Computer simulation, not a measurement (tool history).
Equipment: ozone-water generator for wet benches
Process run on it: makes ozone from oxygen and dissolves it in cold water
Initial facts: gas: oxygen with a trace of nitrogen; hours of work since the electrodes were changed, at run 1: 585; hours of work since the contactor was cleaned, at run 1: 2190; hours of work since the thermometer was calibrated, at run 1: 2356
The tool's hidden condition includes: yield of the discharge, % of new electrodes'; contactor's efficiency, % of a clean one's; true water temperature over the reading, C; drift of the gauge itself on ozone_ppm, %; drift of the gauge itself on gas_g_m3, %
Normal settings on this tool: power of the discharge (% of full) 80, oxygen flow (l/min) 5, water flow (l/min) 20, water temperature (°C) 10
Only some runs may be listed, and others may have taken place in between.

run	day	power of the discharge (% of full)	oxygen flow (l/min)	water flow (l/min)	water temperature (°C)	hours of work since the electrodes were changed	hours of work since the contactor was cleaned	hours of work since the thermometer was calibrated	dissolved ozone (ppm)	ozone in the gas ahead of the water (g/m3)
1	0	80	5	20	10	585	2190	2356	19.4	158
2	2.625	80	6.3	20	10	638	2243	2409	19.3	134.5
3	5.621	80	6.3	20	10	699	2304	2470	19.3	135.6
4	9.467	80	6.3	20	10	777	2382	2548	19.8	134.1
5	11.421	80	6.3	20	10	817	2422	2588	19.2	134.7
6	13.279	80	4.78	20	10	854	2460	2626	19.5	164.1
7	15.379	80	4.78	31	10	897	2502	2668	12	160.8
8	17.533	80	4.17	20	10	941	2546	2712	19.4	177.9
9	19.754	80	4.17	20	10	986	2591	2757	19.5	176.3
10	21.667	80	4.17	20	10	1025	2630	2796	19.5	175.4
11	26.175	80	5	20	10	1116	2722	2888	19.3	155.6
12	30.162	80	5	25	12	1197	2803	2969	15	156.9

Expected results for the next run?
13	34.429	69	3.86	13	7	1284	2889	3055	?	?

Run 13 gave dissolved ozone (ppm) 27.6, ozone in the gas ahead of the water (g/m3) 168.4.
With the hidden condition absent and the run-to-run variation left alone, this run would have shown dissolved ozone (ppm) 27.6, ozone in the gas ahead of the water (g/m3) 170.7.

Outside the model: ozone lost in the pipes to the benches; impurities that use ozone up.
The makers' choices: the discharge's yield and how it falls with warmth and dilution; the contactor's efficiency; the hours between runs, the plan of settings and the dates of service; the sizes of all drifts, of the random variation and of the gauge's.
